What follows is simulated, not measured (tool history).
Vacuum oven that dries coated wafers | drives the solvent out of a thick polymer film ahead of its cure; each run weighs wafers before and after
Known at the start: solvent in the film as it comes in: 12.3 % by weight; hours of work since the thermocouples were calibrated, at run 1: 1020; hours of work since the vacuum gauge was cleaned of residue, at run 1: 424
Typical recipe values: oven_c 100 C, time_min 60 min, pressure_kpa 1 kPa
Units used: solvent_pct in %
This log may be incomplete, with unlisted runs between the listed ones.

run,hour,oven_c,time_min,pressure_kpa,hours of work since the thermocouples were calibrated,hours of work since the vacuum gauge was cleaned of residue,solvent_pct
1,0,100,60,1,1020,424,0.59
2,15.7,100,60,1,1028,432,0.58
3,29.8,100,60,1,1036,440,0.61
4,46.1,100,48,1,1045,449,0.87
5,60.9,100,48,1,1054,458,0.86
6,81,100,55,1,1065,469,0.68
7,91.6,100,55,1,1071,475,0.7
8,105.8,100,55,1,1079,483,0.67
9,121.4,100,34,1,1087,492,1.59
10,135.6,100,60,1,1095,500,0.55
11,147.7,100,60,1,1102,506,0.62
12,164.5,100,60,1,1112,516,0.56
13,178.7,100,60,1,1120,524,0.59
14,200.6,100,60,1.06,1132,536,0.63
15,222.8,100,60,1.06,1144,548,0.6
16,233.5,90,60,1,1150,554,1.5
17,251.5,90,60,1,1160,564,1.51
18,267.8,100,34,1,1169,574,1.59
19,285.2,100,34,1,1179,583,1.56
20,297.8,100,34,1,1186,590,1.56
21,313.3,97,60,1,1195,599,0.78
22,327.3,97,60,1,1203,607,0.79
23,339.9,97,60,1,1210,614,0.79
24,352.7,93,60,1,1217,621,1.18
25,372.6,88,59,1,1228,632,1.82
26,390.8,88,59,1,1238,642,1.88
27,404.3,111,60,1.68,1246,650,0.36
28,416.6,100,77,1,1253,657,0.39
29,435.7,100,77,1,1263,668,0.42
30,457.6,102,37,2.61,1276,680,1.53
31,476.5,102,37,1.73,1286,690,1.27
32,485.8,90,60,2.54,1292,696,2.03
33,500.6,113,40,1.09,1300,704,0.3
34,519.4,93,82,1.09,1310,714,0.73
# hour 533.2: oven's thermocouples calibrated
35,534.9,93,82,1.09,1,722,0.89
36,546.8,89,37,3.81,8,729,4.49
37,560.5,108,62,1.07,15,736,0.35
38,577.3,98,66,1.07,25,746,0.8
39,595.3,100,60,0.96,35,756,0.71
40,604.6,113,86,1.21,40,761,0.27
41,626.3,111,86,2.33,52,773,0.49
42,637.8,111,86,2.33,59,780,0.57
43,648,92,60,1.73,64,785,1.85
44,666.7,107,60,1.21,75,796,0.47
45,683.8,107,60,1.21,84,805,0.43
46,701.5,107,60,1.21,94,815,0.44

Below are 5 alternative next runs, each starting from the tool's condition after run 46. Predict each:
A,715,104,60,1.21,102,823,?
B,715,96,74,1.65,102,823,?
C,715,105,33,0.83,102,823,?
D,715,100,60,0.95,102,823,?
E,715,115,65,1.26,102,823,?

run,solvent_pct
A,0.57
B,1.03
C,1.26
D,0.76
E,0.28
Take away the tool's hidden state, keep each run's random variation, and the runs would have read:
run,solvent_pct
A,0.48
B,0.91
C,1.18
D,0.66
E,0.22
